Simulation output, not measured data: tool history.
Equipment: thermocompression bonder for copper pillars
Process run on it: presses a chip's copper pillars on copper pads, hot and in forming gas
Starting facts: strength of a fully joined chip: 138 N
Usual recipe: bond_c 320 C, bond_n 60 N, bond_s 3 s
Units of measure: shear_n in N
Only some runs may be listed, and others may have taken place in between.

Run 1, hour 0: usual settings. Result: shear_n 83.8 N.
Run 2, hour 10.3: usual settings. Result: shear_n 83.2 N.
Run 3, hour 19.6: usual settings but bond_n 50 N. Result: shear_n 76.3 N.
Run 4, hour 27.8: usual settings but bond_n 50 N. Result: shear_n 76.9 N.
Run 5, hour 34.7: usual settings. Result: shear_n 82 N.
Run 6, hour 47.3: usual settings but bond_s 2 s. Result: shear_n 72.9 N.
Run 7, hour 58.5: usual settings but bond_n 89 N. Result: shear_n 93.2 N.
Run 8, hour 64.4: usual settings but bond_n 90 N. Result: shear_n 94 N.
Run 9, hour 72.6: usual settings but bond_n 90 N. Result: shear_n 93.4 N.
Run 10, hour 82.7: usual settings. Result: shear_n 81.1 N.
Run 11, hour 94.3: usual settings. Result: shear_n 80 N.
At hour 95.8: forming gas filter changed.
Run 12, hour 104.2: usual settings. Result: shear_n 90.9 N.
At hour 106.8: heater calibrated with a thermocouple chip.
Run 13, hour 113.9: usual settings but bond_s 9 s. Result: shear_n 116.1 N.
Run 14, hour 124.8: usual settings but bond_s 9 s. Result: shear_n 115.2 N.
Run 15, hour 131: usual settings but bond_s 5 s. Result: shear_n 103.1 N.
Run 16, hour 141.2: usual settings but bond_s 5 s. Result: shear_n 103 N.
At hour 148.6: heater calibrated with a thermocouple chip, once more.
Run 17, hour 151.4: usual settings. Result: shear_n 86.8 N.
Run 18, hour 163.2: usual settings but bond_s 7 s. Result: shear_n 105.4 N.
Run 19, hour 175.5: usual settings but bond_s 7 s. Result: shear_n 105.4 N.
Run 20, hour 186.6: usual settings but bond_s 7 s. Result: shear_n 105 N.
Run 21, hour 194.4: usual settings but bond_n 83 N, bond_s 2 s. Result: shear_n 86.4 N.
Run 22, hour 201.4: usual settings but bond_n 59 N, bond_s 2 s. Result: shear_n 74.9 N.
Run 23, hour 209.6: usual settings but bond_n 59 N, bond_s 2 s. Result: shear_n 74.5 N.
Run 24, hour 222.2: usual settings but bond_c 333 C, bond_n 45 N, bond_s 2 s. Result: shear_n 75.5 N.
Run 25, hour 230: usual settings but bond_c 333 C, bond_n 45 N, bond_s 2 s. Result: shear_n 74.9 N.
Run 26, hour 242.6: usual settings but bond_c 333 C, bond_n 49 N, bond_s 2 s. Result: shear_n 77 N.
Run 27, hour 248.9: usual settings but bond_c 309 C, bond_n 53 N. Result: shear_n 71.1 N.
Run 28, hour 257.1: usual settings but bond_c 341 C, bond_n 75 N, bond_s 7 s. Result: shear_n 119.3 N.
Run 29, hour 264.9: usual settings but bond_c 341 C, bond_n 44 N, bond_s 8 s. Result: shear_n 109.1 N.
Run 30, hour 277.2: usual settings but bond_c 349 C, bond_n 67 N, bond_s 8 s. Result: shear_n 120.6 N.
Run 31, hour 286.2: usual settings but bond_c 311 C, bond_n 45 N. Result: shear_n 66.3 N.
Run 32, hour 292.9: usual settings but bond_c 311 C, bond_n 85 N, bond_s 4 s. Result: shear_n 93.9 N.
Run 33, hour 298.4: usual settings but bond_c 311 C, bond_n 85 N, bond_s 4 s. Result: shear_n 93.3 N.
Run 34, hour 307.2: usual settings but bond_c 341 C, bond_n 41 N, bond_s 4 s. Result: shear_n 91.5 N.
Run 35, hour 317.1: usual settings but bond_c 343 C, bond_n 46 N, bond_s 6 s. Result: shear_n 104.6 N.
Run 36, hour 325: usual settings but bond_c 346 C, bond_n 87 N, bond_s 7 s. Result: shear_n 119.9 N.

Run 37 comes next. What will it give?
Run 37, hour 332.1: usual settings but bond_c 338 C, bond_n 87 N, bond_s 5 s. Result: shear_n ?.

shear_n: 112.1 N
If the tool had no hidden condition, the same run with the same run-to-run variation would have returned shear_n 122.4 N.
